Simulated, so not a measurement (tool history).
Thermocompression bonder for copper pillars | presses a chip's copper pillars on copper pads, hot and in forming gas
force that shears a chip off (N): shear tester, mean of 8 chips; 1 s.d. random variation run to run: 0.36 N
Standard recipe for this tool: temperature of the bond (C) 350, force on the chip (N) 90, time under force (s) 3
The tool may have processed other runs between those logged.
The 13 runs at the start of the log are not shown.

run    hour  temperature of the bond (C)  force on the chip (N)  time under force (s)  force that shears a chip off (N)
 14   596.9                          350                     90                     3                                71
 15   637.6                          350                     90                     3                              70.8
 16   687.2                          350                     90                     3                              70.3
      737.2  -- forming gas filter changed
 17   741.6                          332                     68                     3                              54.4
 18   771.8                          347                     66                     3                              59.7
 19   828.8                          347                    112                     2                              70.6
 20   871.8                          323                    111                     3                              66.9
 21   923.5                          352                     58                     3                              55.5
 22   957.6                          335                     81                     5                              69.6
 23  1004.7                          335                     81                     5                              69.5
 24  1029.5                          330                    121                     3                              71.2
     1068.3  -- heater calibrated with a thermocouple chip
 25  1068.3                          369                     74                     3                              75.2
 26  1092.5                          350                     89                     2                              66.8
 27  1117.7                          364                    106                     9                                97
 28  1143.9                          364                    105                     8                              95.6
     1189.2  -- forming gas filter changed
 29  1189.2                          348                    110                     3                              82.5
 30  1237.9                          365                     92                     9                              98.3
 31    1290                          330                     74                     2                              52.5
 32  1323.5                          330                     74                     2                              51.9

Below are 3 alternative next runs, each starting from the tool's condition after run 32. Predict each:
  A  1377.9                          336                     93                     2                                 ?
  B  1377.9                          359                     89                     3                                 ?
  C  1377.9                          370                     92                     3                                 ?

run  force that shears a chip off (N)
  A                              61.7
  B                              77.1
  C                              82.4
With the hidden condition removed and each run's random variation left untouched, the same runs would have given:
run  force that shears a chip off (N)
  A                              63.7
  B                              79.2
  C                              84.5

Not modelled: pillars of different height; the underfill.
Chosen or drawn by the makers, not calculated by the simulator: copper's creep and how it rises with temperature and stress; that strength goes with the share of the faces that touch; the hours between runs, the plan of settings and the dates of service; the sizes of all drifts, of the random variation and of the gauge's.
